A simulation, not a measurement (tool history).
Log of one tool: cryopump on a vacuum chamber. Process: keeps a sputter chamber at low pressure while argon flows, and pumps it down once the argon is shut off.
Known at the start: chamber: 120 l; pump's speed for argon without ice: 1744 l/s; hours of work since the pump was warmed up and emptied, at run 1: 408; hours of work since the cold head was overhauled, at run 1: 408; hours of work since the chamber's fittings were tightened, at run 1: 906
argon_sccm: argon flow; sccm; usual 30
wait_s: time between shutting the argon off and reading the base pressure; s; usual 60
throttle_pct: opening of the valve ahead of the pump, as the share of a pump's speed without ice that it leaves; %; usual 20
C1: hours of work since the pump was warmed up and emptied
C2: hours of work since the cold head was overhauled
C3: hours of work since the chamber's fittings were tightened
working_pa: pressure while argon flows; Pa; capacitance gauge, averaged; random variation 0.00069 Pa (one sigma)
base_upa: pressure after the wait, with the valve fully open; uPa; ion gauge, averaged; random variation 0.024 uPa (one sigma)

{"run": 1, "hour": 0.0, "argon_sccm": 30, "wait_s": 60, "throttle_pct": 20, "C1": 408, "C2": 408, "C3": 906, "working_pa": 0.1476, "base_upa": 1.89}
{"run": 2, "hour": 8.5, "argon_sccm": 45, "wait_s": 60, "throttle_pct": 20, "C1": 415, "C2": 415, "C3": 913, "working_pa": 0.2214, "base_upa": 1.89}
{"run": 3, "hour": 25.1, "argon_sccm": 45, "wait_s": 60, "throttle_pct": 20, "C1": 428, "C2": 428, "C3": 927, "working_pa": 0.2212, "base_upa": 1.96}
{"run": 4, "hour": 42.2, "argon_sccm": 30, "wait_s": 60, "throttle_pct": 46, "C1": 442, "C2": 442, "C3": 940, "working_pa": 0.0664, "base_upa": 1.92}
{"run": 5, "hour": 55.6, "argon_sccm": 30, "wait_s": 60, "throttle_pct": 46, "C1": 453, "C2": 453, "C3": 951, "working_pa": 0.0663, "base_upa": 1.97}
{"run": 6, "hour": 71.3, "argon_sccm": 30, "wait_s": 60, "throttle_pct": 46, "C1": 465, "C2": 465, "C3": 964, "working_pa": 0.0655, "base_upa": 1.93}
{"run": 7, "hour": 85.8, "argon_sccm": 30, "wait_s": 60, "throttle_pct": 38, "C1": 477, "C2": 477, "C3": 975, "working_pa": 0.0781, "base_upa": 2.01}
{"run": 8, "hour": 100.5, "argon_sccm": 41, "wait_s": 288, "throttle_pct": 23, "C1": 488, "C2": 488, "C3": 987, "working_pa": 0.1753, "base_upa": 1.4}
{"run": 9, "hour": 113.9, "argon_sccm": 38, "wait_s": 158, "throttle_pct": 18, "C1": 499, "C2": 499, "C3": 998, "working_pa": 0.2083, "base_upa": 1.56}
{"run": 10, "hour": 129.1, "argon_sccm": 38, "wait_s": 266, "throttle_pct": 23, "C1": 511, "C2": 511, "C3": 1010, "working_pa": 0.1636, "base_upa": 1.45}
{"run": 11, "hour": 137.6, "argon_sccm": 18, "wait_s": 114, "throttle_pct": 20, "C1": 518, "C2": 518, "C3": 1017, "working_pa": 0.0896, "base_upa": 1.68}
{"run": 12, "hour": 155.6, "argon_sccm": 19, "wait_s": 214, "throttle_pct": 40, "C1": 533, "C2": 533, "C3": 1031, "working_pa": 0.0486, "base_upa": 1.55}

Measured less the same run without the tool's hidden state. The same run-to-run variation is in both; the gauge's scatter may not be:
The hidden state here: pump's speed, % of a pump's without ice; cold plate's temperature, K; leak into the chamber, uPa l/s; drift of the gauge itself on working_pa, %; drift of the gauge itself on base_upa, %.
run=1 working_pa=+0.0022 base_upa=+0.99
run=2 working_pa=+0.0033 base_upa=+0.99
run=3 working_pa=+0.0034 base_upa=+1.04
run=4 working_pa=+0.0024 base_upa=+1.04
run=5 working_pa=+0.0024 base_upa=+1.05
run=6 working_pa=+0.0025 base_upa=+1.04
run=7 working_pa=+0.0025 base_upa=+1.09
run=8 working_pa=+0.0035 base_upa=+1.1
run=9 working_pa=+0.0034 base_upa=+1.09
run=10 working_pa=+0.0034 base_upa=+1.11
run=11 working_pa=+0.0017 base_upa=+1.13
run=12 working_pa=+0.0018 base_upa=+1.15
